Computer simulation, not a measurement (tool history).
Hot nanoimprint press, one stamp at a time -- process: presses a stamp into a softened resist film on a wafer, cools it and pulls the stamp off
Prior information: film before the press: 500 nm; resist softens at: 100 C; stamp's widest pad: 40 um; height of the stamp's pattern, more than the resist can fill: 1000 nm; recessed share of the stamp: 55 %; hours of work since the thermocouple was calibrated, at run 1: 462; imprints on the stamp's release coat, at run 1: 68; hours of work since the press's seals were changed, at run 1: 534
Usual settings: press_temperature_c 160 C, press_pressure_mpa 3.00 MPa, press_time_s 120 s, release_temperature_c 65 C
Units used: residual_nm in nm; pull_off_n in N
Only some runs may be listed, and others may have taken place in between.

| run | day | press_temperature_c | press_pressure_mpa | press_time_s | release_temperature_c | hours of work since the thermocouple was calibrated | imprints on the stamp's release coat | hours of work since the press's seals were changed | residual_nm | pull_off_n |
|---|---|---|---|---|---|---|---|---|---|---|
| 1 | 0.000 | 160 | 3.00 | 120 | 65 | 462 | 68 | 534 | 286.7 | 195 |
| 2 | 1.238 | 160 | 3.00 | 86 | 65 | 477 | 166 | 549 | 315.2 | 206 |
| 3 | 2.021 | 160 | 3.00 | 86 | 65 | 486 | 228 | 558 | 313.7 | 212 |
| 4 | 3.071 | 160 | 3.00 | 120 | 65 | 499 | 311 | 571 | 286.2 | 209 |
| 5 | 4.117 | 160 | 3.00 | 120 | 65 | 511 | 394 | 584 | 286.3 | 216 |
| 6 | 5.596 | 160 | 3.00 | 120 | 65 | 529 | 510 | 602 | 285.6 | 208 |
|  | 6.079 | plate thermocouple calibrated |
| 7 | 6.458 | 160 | 3.00 | 87 | 65 | 5 | 569 | 610 | 322.0 | 218 |
| 8 | 7.154 | 171 | 3.00 | 120 | 65 | 13 | 624 | 619 | 223.8 | 231 |
| 9 | 8.400 | 160 | 3.00 | 120 | 56 | 28 | 722 | 634 | 294.4 | 250 |
| 10 | 9.879 | 160 | 2.73 | 120 | 65 | 46 | 839 | 652 | 305.6 | 227 |
| 11 | 10.758 | 160 | 2.73 | 120 | 65 | 56 | 908 | 662 | 306.2 | 235 |
| 12 | 11.846 | 158 | 3.00 | 120 | 65 | 70 | 994 | 676 | 308.2 | 244 |
| 13 | 12.750 | 158 | 3.00 | 120 | 65 | 81 | 1066 | 686 | 309.9 | 247 |
| 14 | 14.279 | 158 | 3.00 | 120 | 65 | 99 | 1187 | 705 | 308.9 | 249 |
| 15 | 15.538 | 158 | 3.00 | 120 | 70 | 114 | 1286 | 720 | 307.8 | 244 |
| 16 | 17.117 | 158 | 3.00 | 120 | 70 | 133 | 1411 | 739 | 307.5 | 260 |
| 17 | 18.371 | 157 | 3.00 | 120 | 65 | 148 | 1510 | 754 | 315.5 | 258 |

Expected results for the next run?
| 18 | 19.433 | 167 | 3.72 | 120 | 65 | 161 | 1594 | 767 | ? | ? |

residual_nm: 220.0 nm
pull_off_n: 275 N
Minus the tool's unlogged condition, the same run would have read residual_nm 220.1 nm, pull_off_n 209 N.

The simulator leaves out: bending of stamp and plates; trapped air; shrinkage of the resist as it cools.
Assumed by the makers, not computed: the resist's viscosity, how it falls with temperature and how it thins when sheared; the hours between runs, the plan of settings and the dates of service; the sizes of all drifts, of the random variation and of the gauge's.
